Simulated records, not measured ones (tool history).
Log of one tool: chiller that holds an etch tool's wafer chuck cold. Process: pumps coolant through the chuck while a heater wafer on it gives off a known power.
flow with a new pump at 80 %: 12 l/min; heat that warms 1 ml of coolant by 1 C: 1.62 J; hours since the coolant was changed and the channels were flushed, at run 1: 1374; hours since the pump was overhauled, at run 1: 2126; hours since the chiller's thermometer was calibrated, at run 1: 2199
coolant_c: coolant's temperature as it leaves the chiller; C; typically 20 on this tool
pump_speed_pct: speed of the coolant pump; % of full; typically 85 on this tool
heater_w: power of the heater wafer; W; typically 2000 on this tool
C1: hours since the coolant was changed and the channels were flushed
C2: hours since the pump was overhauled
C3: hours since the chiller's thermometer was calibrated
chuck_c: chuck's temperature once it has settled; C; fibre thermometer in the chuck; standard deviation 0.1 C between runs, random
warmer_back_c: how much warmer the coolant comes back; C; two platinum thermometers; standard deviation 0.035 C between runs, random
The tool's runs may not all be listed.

{"run": 1, "hour": 0.0, "coolant_c": 20, "pump_speed_pct": 85, "heater_w": 2000, "C1": 1374, "C2": 2126, "C3": 2199, "chuck_c": 34.6, "warmer_back_c": 6.03}
{"run": 2, "hour": 23.3, "coolant_c": 20, "pump_speed_pct": 85, "heater_w": 2000, "C1": 1397, "C2": 2150, "C3": 2223, "chuck_c": 34.7, "warmer_back_c": 5.98}
{"run": 3, "hour": 58.1, "coolant_c": 10, "pump_speed_pct": 85, "heater_w": 2000, "C1": 1432, "C2": 2184, "C3": 2257, "chuck_c": 24.4, "warmer_back_c": 6.04}
{"run": 4, "hour": 91.7, "coolant_c": 10, "pump_speed_pct": 85, "heater_w": 2000, "C1": 1466, "C2": 2218, "C3": 2291, "chuck_c": 24.6, "warmer_back_c": 6.01}
{"run": 5, "hour": 124.2, "coolant_c": 10, "pump_speed_pct": 85, "heater_w": 2000, "C1": 1498, "C2": 2250, "C3": 2324, "chuck_c": 24.5, "warmer_back_c": 6.04}
{"run": 6, "hour": 157.3, "coolant_c": 20, "pump_speed_pct": 85, "heater_w": 2000, "C1": 1531, "C2": 2284, "C3": 2357, "chuck_c": 34.5, "warmer_back_c": 6.09}
{"run": 7, "hour": 182.2, "coolant_c": 20, "pump_speed_pct": 85, "heater_w": 2000, "C1": 1556, "C2": 2308, "C3": 2382, "chuck_c": 34.6, "warmer_back_c": 6.07}
{"run": 8, "hour": 205.3, "coolant_c": 20, "pump_speed_pct": 85, "heater_w": 2000, "C1": 1579, "C2": 2332, "C3": 2405, "chuck_c": 34.6, "warmer_back_c": 6.02}
{"run": 9, "hour": 236.7, "coolant_c": 20, "pump_speed_pct": 85, "heater_w": 2000, "C1": 1611, "C2": 2363, "C3": 2436, "chuck_c": 34.7, "warmer_back_c": 6.06}
{"run": 10, "hour": 273.2, "coolant_c": 20, "pump_speed_pct": 85, "heater_w": 2000, "C1": 1647, "C2": 2399, "C3": 2473, "chuck_c": 34.5, "warmer_back_c": 6.03}
{"run": 11, "hour": 304.6, "coolant_c": 20, "pump_speed_pct": 85, "heater_w": 1711, "C1": 1678, "C2": 2431, "C3": 2504, "chuck_c": 32.3, "warmer_back_c": 5.21}
{"run": 12, "hour": 341.4, "coolant_c": 20, "pump_speed_pct": 85, "heater_w": 1711, "C1": 1715, "C2": 2468, "C3": 2541, "chuck_c": 32.5, "warmer_back_c": 5.15}
{"run": 13, "hour": 366.7, "coolant_c": 20, "pump_speed_pct": 85, "heater_w": 1711, "C1": 1741, "C2": 2493, "C3": 2566, "chuck_c": 32.3, "warmer_back_c": 5.17}
{"run": 14, "hour": 384.9, "coolant_c": 20, "pump_speed_pct": 85, "heater_w": 1711, "C1": 1759, "C2": 2511, "C3": 2584, "chuck_c": 32.6, "warmer_back_c": 5.16}
{"run": 15, "hour": 419.2, "coolant_c": 16, "pump_speed_pct": 85, "heater_w": 1543, "C1": 1793, "C2": 2545, "C3": 2619, "chuck_c": 27.2, "warmer_back_c": 4.69}
{"run": 16, "hour": 444.0, "coolant_c": 20, "pump_speed_pct": 79, "heater_w": 2000, "C1": 1818, "C2": 2570, "C3": 2643, "chuck_c": 35.7, "warmer_back_c": 6.53}
{"run": 17, "hour": 463.0, "coolant_c": 20, "pump_speed_pct": 79, "heater_w": 2000, "C1": 1837, "C2": 2589, "C3": 2662, "chuck_c": 35.6, "warmer_back_c": 6.58}
{"run": 18, "hour": 489.9, "coolant_c": 20, "pump_speed_pct": 79, "heater_w": 2000, "C1": 1864, "C2": 2616, "C3": 2689, "chuck_c": 35.6, "warmer_back_c": 6.57}
{"run": 19, "hour": 528.8, "coolant_c": 18, "pump_speed_pct": 93, "heater_w": 2488, "C1": 1903, "C2": 2655, "C3": 2728, "chuck_c": 34.9, "warmer_back_c": 6.85}
{"run": 20, "hour": 567.4, "coolant_c": 18, "pump_speed_pct": 93, "heater_w": 2488, "C1": 1941, "C2": 2694, "C3": 2767, "chuck_c": 35.1, "warmer_back_c": 6.88}
{"run": 21, "hour": 598.6, "coolant_c": 18, "pump_speed_pct": 93, "heater_w": 2488, "C1": 1972, "C2": 2725, "C3": 2798, "chuck_c": 34.9, "warmer_back_c": 6.85}
{"run": 22, "hour": 621.4, "coolant_c": 22, "pump_speed_pct": 93, "heater_w": 1334, "C1": 1995, "C2": 2748, "C3": 2821, "chuck_c": 30.8, "warmer_back_c": 3.67}
{"run": 23, "hour": 659.9, "coolant_c": 20, "pump_speed_pct": 85, "heater_w": 2975, "C1": 2034, "C2": 2786, "C3": 2859, "chuck_c": 42.0, "warmer_back_c": 9.1}
{"run": 24, "hour": 688.2, "coolant_c": 21, "pump_speed_pct": 62, "heater_w": 2975, "C1": 2062, "C2": 2814, "C3": 2888, "chuck_c": 50.1, "warmer_back_c": 12.71}
{"run": 25, "hour": 713.6, "coolant_c": 20, "pump_speed_pct": 71, "heater_w": 1543, "C1": 2087, "C2": 2840, "C3": 2913, "chuck_c": 33.2, "warmer_back_c": 5.69}
{"run": 26, "hour": 745.9, "coolant_c": 24, "pump_speed_pct": 85, "heater_w": 2498, "C1": 2120, "C2": 2872, "C3": 2945, "chuck_c": 42.3, "warmer_back_c": 7.51}
{"run": 27, "hour": 772.3, "coolant_c": 27, "pump_speed_pct": 64, "heater_w": 2498, "C1": 2146, "C2": 2899, "C3": 2972, "chuck_c": 50.9, "warmer_back_c": 10.47}
{"run": 28, "hour": 789.4, "coolant_c": 11, "pump_speed_pct": 85, "heater_w": 2836, "C1": 2163, "C2": 2916, "C3": 2989, "chuck_c": 32.0, "warmer_back_c": 8.61}

Predict each of these 3 candidate next runs independently; none follows another, all start after run 28:
{"run": "A", "hour": 816.4, "coolant_c": 29, "pump_speed_pct": 85, "heater_w": 1960, "C1": 2190, "C2": 2943, "C3": 3016, "chuck_c": "?", "warmer_back_c": "?"}
{"run": "B", "hour": 816.4, "coolant_c": 22, "pump_speed_pct": 85, "heater_w": 2581, "C1": 2190, "C2": 2943, "C3": 3016, "chuck_c": "?", "warmer_back_c": "?"}
{"run": "C", "hour": 816.4, "coolant_c": 12, "pump_speed_pct": 99, "heater_w": 2000, "C1": 2190, "C2": 2943, "C3": 3016, "chuck_c": "?", "warmer_back_c": "?"}

run=A chuck_c=43.3 warmer_back_c=6.00
run=B chuck_c=41.1 warmer_back_c=7.86
run=C chuck_c=24.8 warmer_back_c=5.10
Without the tool's hidden state the same runs would have given:
run=A chuck_c=42.7 warmer_back_c=5.67
run=B chuck_c=40.1 warmer_back_c=7.43
run=C chuck_c=24.3 warmer_back_c=4.82

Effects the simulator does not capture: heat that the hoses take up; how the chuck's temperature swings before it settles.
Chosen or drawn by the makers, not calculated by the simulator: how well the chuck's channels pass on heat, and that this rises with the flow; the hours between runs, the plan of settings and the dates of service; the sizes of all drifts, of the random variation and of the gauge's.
